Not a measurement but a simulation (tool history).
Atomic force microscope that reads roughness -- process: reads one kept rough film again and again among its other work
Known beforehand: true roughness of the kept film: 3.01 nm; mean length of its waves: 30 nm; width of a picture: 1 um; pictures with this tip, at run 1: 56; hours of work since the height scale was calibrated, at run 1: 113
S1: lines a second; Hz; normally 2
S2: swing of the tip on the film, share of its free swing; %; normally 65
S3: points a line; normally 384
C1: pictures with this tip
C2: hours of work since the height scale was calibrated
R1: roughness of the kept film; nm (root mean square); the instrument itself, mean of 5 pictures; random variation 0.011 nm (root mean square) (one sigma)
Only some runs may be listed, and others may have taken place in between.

| run | day | S1 | S2 | S3 | C1 | C2 | R1 |
|---|---|---|---|---|---|---|---|
| 1 | 0 | 2 | 65 | 384 | 56 | 113 | 2.6 |
| 2 | 0.204 | 2.31 | 65 | 384 | 60 | 115 | 2.565 |
| 3 | 0.412 | 2 | 65 | 384 | 64 | 118 | 2.587 |
| 4 | 0.721 | 2 | 65 | 384 | 70 | 121 | 2.558 |
| 5 | 1.071 | 2 | 65 | 384 | 77 | 126 | 2.559 |
| 6 | 1.412 | 2 | 65 | 412 | 84 | 130 | 2.564 |
| 7 | 1.646 | 2 | 65 | 412 | 88 | 133 | 2.549 |
| 8 | 2.004 | 2 | 65 | 412 | 95 | 137 | 2.549 |
| 9 | 2.242 | 2 | 65 | 412 | 100 | 140 | 2.524 |
| 10 | 2.475 | 2 | 82 | 384 | 104 | 143 | 2.347 |
| 11 | 2.846 | 2 | 82 | 384 | 111 | 147 | 2.332 |
| 12 | 3.046 | 2 | 65 | 384 | 115 | 150 | 2.534 |
| 13 | 3.4 | 2 | 65 | 384 | 122 | 154 | 2.506 |
| 14 | 3.758 | 0.54 | 65 | 384 | 129 | 158 | 2.61 |
| 15 | 4.017 | 0.54 | 65 | 384 | 134 | 161 | 2.623 |
| 16 | 4.246 | 0.54 | 65 | 384 | 139 | 164 | 2.59 |
| 17 | 4.483 | 0.54 | 65 | 384 | 143 | 167 | 2.586 |
| 18 | 4.804 | 0.54 | 65 | 384 | 149 | 171 | 2.577 |
| 19 | 4.975 | 0.54 | 65 | 384 | 153 | 173 | 2.568 |
| 20 | 5.167 | 0.54 | 65 | 384 | 156 | 175 | 2.578 |
| 21 | 5.458 | 2 | 65 | 384 | 162 | 179 | 2.474 |
| 22 | 5.725 | 2 | 56 | 264 | 167 | 182 | 2.489 |

Expected results for the next run?
| 23 | 6.096 | 2 | 56 | 264 | 174 | 187 | ? |

R1: 2.506 nm (root mean square)
On a tool with no hidden condition, and with the same random variation, this run would have come out at R1 2.712 nm (root mean square).

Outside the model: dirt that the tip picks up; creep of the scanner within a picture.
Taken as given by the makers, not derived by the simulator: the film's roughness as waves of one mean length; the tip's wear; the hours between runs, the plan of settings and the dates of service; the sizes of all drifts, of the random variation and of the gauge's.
